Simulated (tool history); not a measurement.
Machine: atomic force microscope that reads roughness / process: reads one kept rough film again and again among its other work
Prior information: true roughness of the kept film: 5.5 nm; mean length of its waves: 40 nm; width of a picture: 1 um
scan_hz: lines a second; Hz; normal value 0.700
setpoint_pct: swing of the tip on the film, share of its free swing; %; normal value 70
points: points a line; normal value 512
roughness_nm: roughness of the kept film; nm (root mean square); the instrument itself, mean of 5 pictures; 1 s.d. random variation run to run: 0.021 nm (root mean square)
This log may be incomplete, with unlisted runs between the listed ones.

run	hour	scan_hz	setpoint_pct	points	roughness_nm
1	0.0	0.700	70	512	4.877
2	20.9	0.700	70	512	4.851
3	34.3	0.700	70	512	4.817
4	57.1	0.700	70	512	4.816
5	87.7	0.700	70	280	4.752
# hour 111.1: new tip fitted
6	111.1	0.700	70	512	5.098
7	128.4	3.676	70	512	4.828
8	159.4	0.700	70	512	5.036
9	190.8	0.700	70	512	4.999
10	209.6	0.700	70	512	4.933
11	226.5	0.700	70	512	4.984
12	251.9	0.700	70	512	4.942
13	268.2	0.700	70	512	4.961
14	285.6	0.700	70	512	4.872
15	304.6	0.700	70	507	4.851
16	322.2	0.700	70	507	4.892
17	341.7	0.700	70	512	4.842
18	368.7	2.462	70	512	4.689
19	387.8	0.700	82	512	4.766
20	415.7	0.700	82	512	4.730
# hour 436.2: new tip fitted
21	446.3	0.700	82	512	4.962
22	462.2	0.700	70	483	5.037
23	490.7	0.700	78	483	5.012
24	509.4	0.700	78	483	4.978
25	535.0	3.106	70	512	4.743
26	566.0	3.106	70	512	4.764
27	588.1	3.106	70	512	4.713
28	609.6	3.106	70	512	4.693
29	639.9	3.106	70	512	4.678
30	656.9	0.700	63	512	4.847
31	680.6	3.239	72	300	4.541
32	698.0	0.700	68	319	4.815
33	718.5	3.553	89	497	4.159
34	740.4	3.553	89	497	4.142
# hour 760.2: new tip fitted
35	763.9	0.592	89	758	4.995
36	780.7	0.616	75	262	5.058
37	795.7	0.616	75	262	5.015
38	812.2	1.066	70	512	4.988
39	835.4	1.066	70	512	4.995
40	851.6	1.140	83	444	4.872
41	870.7	1.287	70	304	4.899
42	891.0	0.700	56	413	5.011
43	915.6	0.700	56	413	4.926
44	947.3	0.700	70	353	4.920
45	978.1	3.229	84	705	4.423
46	996.1	1.738	78	753	4.731
47	1012.5	1.738	78	753	4.719
48	1043.0	1.738	78	753	4.664
49	1071.4	1.738	78	753	4.622
# hour 1084.3: new tip fitted
50	1098.8	0.700	83	424	4.968
51	1113.9	1.671	70	740	4.996
52	1135.0	1.671	60	478	5.013

Here are 3 independent what-if runs from the current tool condition. What would each one return?
A	1149.3	0.700	70	935	?
B	1149.3	2.783	70	969	?
C	1149.3	1.979	76	653	?

run	roughness_nm
A	5.010
B	4.850
C	4.831
With no hidden state in the tool, these same runs would have given:
run	roughness_nm
A	5.077
B	4.914
C	4.896
